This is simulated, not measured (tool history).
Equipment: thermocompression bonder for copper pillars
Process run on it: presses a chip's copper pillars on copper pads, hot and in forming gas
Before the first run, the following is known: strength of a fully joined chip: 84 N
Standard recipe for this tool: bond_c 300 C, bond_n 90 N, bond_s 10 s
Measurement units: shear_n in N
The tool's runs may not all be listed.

run,hour,bond_c,bond_n,bond_s,shear_n
1,0.0,300,90,10,49.6
2,11.9,300,111,10,54.7
3,24.3,300,90,10,50.0
4,33.6,300,90,10,50.2
5,41.8,300,90,10,49.5
6,50.7,300,90,10,49.7
7,68.7,300,90,10,49.9
8,78.9,300,90,10,50.5
9,90.7,300,114,10,55.4
10,100.6,300,90,10,50.2
11,117.3,300,90,10,50.6
12,126.0,300,90,10,50.2
13,140.3,300,90,10,50.9
14,148.2,300,80,10,47.8
15,158.9,300,80,10,48.3
16,175.2,300,62,13,45.9
# hour 178.1: gauge calibrated
17,186.2,297,69,10,42.6
18,198.0,317,66,6,40.2
19,210.9,271,99,6,34.5
20,220.3,271,99,6,34.9
21,233.3,300,90,15,56.4
22,249.9,313,90,12,56.8
23,267.6,313,76,11,51.6
# hour 270.5: forming gas filter changed
24,276.4,320,76,9,51.1
25,287.0,320,76,9,51.5
26,305.1,320,76,9,51.4

Had the tool no unlogged condition, and each run kept its random variation, what would the results have been?
The tool's hidden condition here consists of: true temperature of the bond over the reading, C; force that reaches the chip, % of what is set; oxide that the forming gas leaves, % of the face; drift of the gauge itself on shear_n, %.
run,shear_n
1,49.7
2,54.7
3,49.8
4,50.0
5,49.3
6,49.4
7,49.4
8,49.9
9,54.7
10,49.5
11,49.8
12,49.3
13,49.9
14,46.9
15,47.2
16,44.8
17,42.7
18,40.1
19,34.5
20,34.8
21,56.0
22,56.3
23,51.0
24,50.4
25,50.7
26,50.4
